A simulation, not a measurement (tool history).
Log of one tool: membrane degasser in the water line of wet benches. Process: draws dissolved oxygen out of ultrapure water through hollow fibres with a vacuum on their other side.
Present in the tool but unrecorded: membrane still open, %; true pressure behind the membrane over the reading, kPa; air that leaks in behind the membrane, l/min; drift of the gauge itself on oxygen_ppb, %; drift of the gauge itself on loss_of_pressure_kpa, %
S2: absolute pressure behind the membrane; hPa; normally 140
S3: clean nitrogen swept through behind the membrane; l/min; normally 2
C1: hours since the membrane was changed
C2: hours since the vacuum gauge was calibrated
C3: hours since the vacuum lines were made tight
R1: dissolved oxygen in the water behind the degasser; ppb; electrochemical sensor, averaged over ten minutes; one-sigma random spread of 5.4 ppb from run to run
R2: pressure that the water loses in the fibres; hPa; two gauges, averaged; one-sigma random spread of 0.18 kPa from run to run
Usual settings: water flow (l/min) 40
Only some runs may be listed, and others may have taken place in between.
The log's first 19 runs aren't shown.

run 20 hour=3663.3 | water_flow_(l/min)=47 S2=134 S3=4.25 | C1=11955 C2=591 C3=7821 | R1=703.4 R2=466.3
-- hour=3745.4 vacuum gauge calibrated, once more
run 21 hour=3919.1 | water_flow_(l/min)=45 S2=313 S3=3.8 | C1=12210 C2=174 C3=8076 | R1=1071.1 R2=448.8
run 22 hour=4186.5 | water_flow_(l/min)=35 S2=140 S3=2 | C1=12478 C2=441 C3=8343 | R1=639.6 R2=346.3
run 23 hour=4470.2 | water_flow_(l/min)=40 S2=176 S3=1.28 | C1=12762 C2=725 C3=8627 | R1=1140.2 R2=397.7
run 24 hour=4721 | water_flow_(l/min)=27 S2=140 S3=0.84 | C1=13012 C2=976 C3=8878 | R1=783.4 R2=268.3
run 25 hour=4874.6 | water_flow_(l/min)=40 S2=290 S3=1.89 | C1=13166 C2=1129 C3=9031 | R1=1325.9 R2=396.8
run 26 hour=5072.6 | water_flow_(l/min)=38 S2=140 S3=1.68 | C1=13364 C2=1327 C3=9229 | R1=786.8 R2=377
run 27 hour=5195.8 | water_flow_(l/min)=38 S2=140 S3=1.68 | C1=13487 C2=1450 C3=9353 | R1=778.6 R2=379.1
-- hour=5210.3 seals of the vacuum lines changed
run 28 hour=5334.3 | water_flow_(l/min)=38 S2=140 S3=1.68 | C1=13624 C2=1587 C3=124 | R1=782.9 R2=379.6

Run 29 comes next. What will it give?
run 29 hour=5575.6 | water_flow_(l/min)=40 S2=140 S3=1.68 | C1=13865 C2=1828 C3=365 | R1=? R2=?

For run 29 the tool returned R1 839.4 ppb, R2 402.3 hPa.
The same run, on a tool lacking any hidden state, would have yielded R1 734.5 ppb, R2 359.5 hPa.

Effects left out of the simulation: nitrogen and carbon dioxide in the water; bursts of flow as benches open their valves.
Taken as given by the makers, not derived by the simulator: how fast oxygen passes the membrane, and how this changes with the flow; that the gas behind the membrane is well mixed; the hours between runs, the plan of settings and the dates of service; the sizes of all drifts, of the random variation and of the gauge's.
